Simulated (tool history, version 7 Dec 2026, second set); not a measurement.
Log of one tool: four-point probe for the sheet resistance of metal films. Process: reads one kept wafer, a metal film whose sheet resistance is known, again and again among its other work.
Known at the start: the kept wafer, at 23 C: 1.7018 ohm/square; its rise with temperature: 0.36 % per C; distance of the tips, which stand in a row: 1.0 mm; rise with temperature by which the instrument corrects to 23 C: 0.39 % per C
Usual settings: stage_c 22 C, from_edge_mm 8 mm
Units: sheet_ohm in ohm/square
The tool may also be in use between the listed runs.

Run 1, day 0.000: usual settings. Result: sheet_ohm 1.724528 ohm/square.
Run 2, day 6.108: usual settings. Result: sheet_ohm 1.725593 ohm/square.
Run 3, day 10.812: usual settings but from_edge_mm 3 mm. Result: sheet_ohm 1.807159 ohm/square.
Run 4, day 16.983: usual settings but from_edge_mm 3 mm. Result: sheet_ohm 1.807654 ohm/square.
Run 5, day 20.179: usual settings but from_edge_mm 54 mm. Result: sheet_ohm 1.711810 ohm/square.
Run 6, day 26.154: usual settings but from_edge_mm 54 mm. Result: sheet_ohm 1.712247 ohm/square.
At day 26.438: stage's thermometer calibrated.
Run 7, day 32.129: usual settings but stage_c 19 C, from_edge_mm 29 mm. Result: sheet_ohm 1.713067 ohm/square.
Run 8, day 35.112: usual settings but from_edge_mm 5 mm. Result: sheet_ohm 1.747708 ohm/square.
At day 37.742: stage's thermometer calibrated, once more.
Run 9, day 39.817: usual settings but from_edge_mm 3 mm. Result: sheet_ohm 1.811039 ohm/square.
Run 10, day 44.129: usual settings but from_edge_mm 52 mm. Result: sheet_ohm 1.715028 ohm/square.
Run 11, day 49.304: usual settings but stage_c 19 C. Result: sheet_ohm 1.731161 ohm/square.

Forecast each of these 4 alternatives for the next run:
Run A, day 54.233: usual settings but stage_c 27 C, from_edge_mm 32 mm. Result: sheet_ohm ?.
Run B, day 54.233: usual settings but from_edge_mm 64 mm. Result: sheet_ohm ?.
Run C, day 54.233: usual settings but stage_c 20 C, from_edge_mm 57 mm. Result: sheet_ohm ?.
Run D, day 54.233: usual settings but stage_c 26 C. Result: sheet_ohm ?.

run  sheet_ohm
  A   1.713677
  B   1.714962
  C   1.716248
  D   1.727543
Without the tool's hidden state the same runs would have given:
run  sheet_ohm
  A   1.701056
  B   1.702341
  C   1.703623
  D   1.714829
